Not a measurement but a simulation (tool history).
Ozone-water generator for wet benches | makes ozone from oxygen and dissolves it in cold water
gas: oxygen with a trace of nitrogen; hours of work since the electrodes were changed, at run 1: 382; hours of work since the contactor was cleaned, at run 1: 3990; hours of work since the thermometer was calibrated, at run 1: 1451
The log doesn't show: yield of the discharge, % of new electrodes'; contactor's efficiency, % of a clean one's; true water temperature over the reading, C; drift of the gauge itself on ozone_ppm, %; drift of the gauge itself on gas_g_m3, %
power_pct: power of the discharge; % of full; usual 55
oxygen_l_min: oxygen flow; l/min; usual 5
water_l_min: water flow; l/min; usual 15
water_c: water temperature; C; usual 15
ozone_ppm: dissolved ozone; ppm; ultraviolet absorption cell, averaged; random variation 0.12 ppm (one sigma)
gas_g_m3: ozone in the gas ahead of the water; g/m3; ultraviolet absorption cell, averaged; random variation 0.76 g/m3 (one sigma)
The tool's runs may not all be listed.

run     day  power_pct  oxygen_l_min  water_l_min  water_c  hours of work since the electrodes were changed  hours of work since the contactor was cleaned  hours of work since the thermometer was calibrated  ozone_ppm  gas_g_m3
  1       0         55             5           15       15                                              382                                           3990                                                1451       11.7     113.5
  2   5.046         55             5           15       13                                              469                                           4077                                                1538       11.8     114.7
  3  10.388         55             5           15       13                                              561                                           4169                                                1631       12.2     114.3
  4  17.075         55             5           15       13                                              677                                           4285                                                1746         12     114.8
  5  20.996         55             5           15       13                                              745                                           4352                                                1814       11.9     114.8
  6  25.121         55             5           13       15                                              816                                           4424                                                1885       12.8     113.5
  7  30.554         55             5           13       15                                              910                                           4518                                                1979       12.9     114.2
  8  36.529         55             5           13       15                                             1013                                           4621                                                2082       12.9     113.8
  9  42.292         55             5           15       15                                             1112                                           4720                                                2182       11.5     113.7
 10  49.608         55             5           15       15                                             1239                                           4847                                                2308       11.5       114
 11  56.258         55          8.88           10       20                                             1354                                           4962                                                2423       11.6      78.2
 12  62.533         55          8.88           10       20                                             1462                                           5070                                                2531       11.6      78.9
 13  67.608         85          5.93           10       20                                             1550                                           5158                                                2619       19.2       149
 14  70.821         85          5.93           10       20                                             1605                                           5213                                                2675       19.1       150
 15  78.046         60          3.18            9        8                                             1730                                           5338                                                2799       21.5     164.4
     79.438  -- water thermometer calibrated
 16  83.746         51          8.48           15        9                                             1828                                           5436                                                  74         11      76.4
 17    87.7         51          8.48           15        9                                             1896                                           5504                                                 143         11      75.3

5 ways to go on from here, each from the tool as it stands after run 17. What would each give?
  A  94.679         55             6           15       18                                             2017                                           5625                                                 263          ?         ?
  B  94.679         46          6.54           15       11                                             2017                                           5625                                                 263          ?         ?
  C  94.679         88             5           15       15                                             2017                                           5625                                                 263          ?         ?
  D  94.679         55             5           15       12                                             2017                                           5625                                                 263          ?         ?
  E  94.679         51          8.48           10        9                                             2017                                           5625                                                 263          ?         ?

run  ozone_ppm  gas_g_m3
  A       10.7      99.8
  B       10.1      81.2
  C       17.5     172.4
  D       12.2     114.5
  E       14.1      74.8
Without the tool's hidden state the same runs would have given:
run  ozone_ppm  gas_g_m3
  A       10.7      99.9
  B       10.1      81.2
  C       17.5     172.5
  D       12.2     114.5
  E       14.1      74.8
